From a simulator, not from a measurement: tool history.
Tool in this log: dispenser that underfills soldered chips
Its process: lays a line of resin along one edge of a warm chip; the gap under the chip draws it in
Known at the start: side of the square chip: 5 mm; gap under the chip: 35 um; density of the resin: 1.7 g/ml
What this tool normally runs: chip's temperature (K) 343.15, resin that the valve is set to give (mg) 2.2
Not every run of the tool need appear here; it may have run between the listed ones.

| run | day | chip's temperature (K) | resin that the valve is set to give (mg) | time until the resin shows at the far edge (s) | resin that the valve gave (mg) |
|---|---|---|---|---|---|
| 1 | 0 | 343.15 | 2.2 | 35.7 | 2.173 |
|  | 0.275 | new syringe of resin |
| 2 | 0.408 | 343.15 | 2.2 | 33.5 | 2.152 |
|  | 0.754 | new syringe of resin |
| 3 | 0.892 | 343.15 | 2.38 | 32.9 | 2.317 |
|  | 1.233 | new syringe of resin |
| 4 | 1.458 | 343.15 | 2.38 | 35.5 | 2.295 |
|  | 1.708 | new syringe of resin |
| 5 | 1.975 | 355.15 | 2.2 | 23.5 | 2.105 |
|  | 2.175 | new syringe of resin |
| 6 | 2.483 | 355.15 | 2.2 | 24 | 2.098 |
|  | 2.646 | dispensing valve cleaned and set on the balance |
|  | 2.712 | new syringe of resin |
| 7 | 3.004 | 339.15 | 2.2 | 45.6 | 2.195 |
|  | 3.183 | new syringe of resin |
| 8 | 3.3 | 339.15 | 1.92 | 40.2 | 1.901 |
|  | 3.658 | new syringe of resin |
| 9 | 3.733 | 339.15 | 1.92 | 38.5 | 1.903 |
| 10 | 4.029 | 339.15 | 1.92 | 51.4 | 1.883 |
|  | 4.129 | new syringe of resin |
| 11 | 4.508 | 339.15 | 1.92 | 51.2 | 1.868 |
|  | 4.579 | new syringe of resin |
| 12 | 4.833 | 339.15 | 1.92 | 45 | 1.867 |
|  | 5.042 | new syringe of resin |
|  | 5.517 | new syringe of resin |
| 13 | 5.529 | 339.15 | 1.92 | 35.3 | 1.859 |
| 14 | 5.883 | 343.15 | 2.2 | 41.8 | 2.113 |
|  | 6.012 | new syringe of resin |
|  | 6.492 | new syringe of resin |
| 15 | 6.496 | 343.15 | 2.18 | 29.8 | 2.073 |
|  | 6.667 | dispensing valve cleaned and set on the balance |
| 16 | 6.912 | 343.15 | 2.12 | 41.3 | 2.113 |
|  | 6.979 | new syringe of resin |
| 17 | 7.346 | 343.15 | 2.12 | 40.7 | 2.11 |
|  | 7.442 | new syringe of resin |
| 18 | 7.725 | 343.15 | 2.12 | 37.8 | 2.091 |
|  | 7.912 | new syringe of resin |
| 19 | 8.25 | 341.15 | 2.61 | 41.4 | 2.563 |
|  | 8.362 | new syringe of resin |
|  | 8.862 | new syringe of resin |
| 20 | 8.888 | 341.15 | 2.61 | 29.8 | 2.548 |
|  | 9.317 | new syringe of resin |
| 21 | 9.421 | 358.15 | 1.99 | 17.3 | 1.923 |
|  | 9.783 | new syringe of resin |
| 22 | 9.967 | 354.15 | 2.19 | 21.2 | 2.102 |
|  | 10.254 | new syringe of resin |
| 23 | 10.342 | 343.15 | 2.02 | 30.1 | 1.923 |
|  | 10.617 | dispensing valve cleaned and set on the balance |
|  | 10.775 | new syringe of resin |
| 24 | 10.9 | 343.15 | 2.02 | 32.4 | 2.016 |
|  | 11.258 | new syringe of resin |
| 25 | 11.462 | 352.15 | 2.33 | 22.9 | 2.303 |
|  | 11.75 | new syringe of resin |
| 26 | 12 | 352.15 | 2.33 | 24.2 | 2.285 |
|  | 12.221 | new syringe of resin |
| 27 | 12.417 | 352.15 | 2.33 | 22.9 | 2.269 |
|  | 12.667 | new syringe of resin |
| 28 | 13.067 | 341.15 | 2.6 | 43.8 | 2.525 |
|  | 13.125 | new syringe of resin |
|  | 13.571 | new syringe of resin |
| 29 | 13.588 | 350.15 | 2.6 | 20.1 | 2.493 |
|  | 14.025 | new syringe of resin |
| 30 | 14.025 | 350.15 | 2.6 | 19.5 | 2.488 |
|  | 14.496 | new syringe of resin |
|  | 14.579 | dispensing valve cleaned and set on the balance |
| 31 | 14.612 | 356.15 | 2.12 | 15.9 | 2.131 |
| 32 | 14.896 | 353.15 | 2.5 | 24.4 | 2.504 |
|  | 15.012 | new syringe of resin |
| 33 | 15.388 | 353.15 | 2.5 | 26.7 | 2.488 |

Forecast each of these 5 alternatives for the next run:
|  | 15.454 | new syringe of resin |
| A | 15.679 | 347.15 | 2.2 | ? | ? |
|  | 15.454 | new syringe of resin |
| B | 15.679 | 358.15 | 2.61 | ? | ? |
|  | 15.454 | new syringe of resin |
| C | 15.679 | 335.15 | 2.07 | ? | ? |
|  | 15.454 | new syringe of resin |
| D | 15.679 | 341.15 | 2.27 | ? | ? |
|  | 15.454 | new syringe of resin |
| E | 15.679 | 353.15 | 2.62 | ? | ? |

| run | time until the resin shows at the far edge (s) | resin that the valve gave (mg) |
|---|---|---|
| A | 28.5 | 2.169 |
| B | 18 | 2.591 |
| C | 48.7 | 2.049 |
| D | 36.7 | 2.248 |
| E | 21.6 | 2.595 |
Had the tool no hidden state, the same runs would have come out as:
| run | time until the resin shows at the far edge (s) | resin that the valve gave (mg) |
|---|---|---|
| A | 25.9 | 2.191 |
| B | 16.2 | 2.617 |
| C | 44.6 | 2.07 |
| D | 33.5 | 2.27 |
| E | 19.4 | 2.621 |

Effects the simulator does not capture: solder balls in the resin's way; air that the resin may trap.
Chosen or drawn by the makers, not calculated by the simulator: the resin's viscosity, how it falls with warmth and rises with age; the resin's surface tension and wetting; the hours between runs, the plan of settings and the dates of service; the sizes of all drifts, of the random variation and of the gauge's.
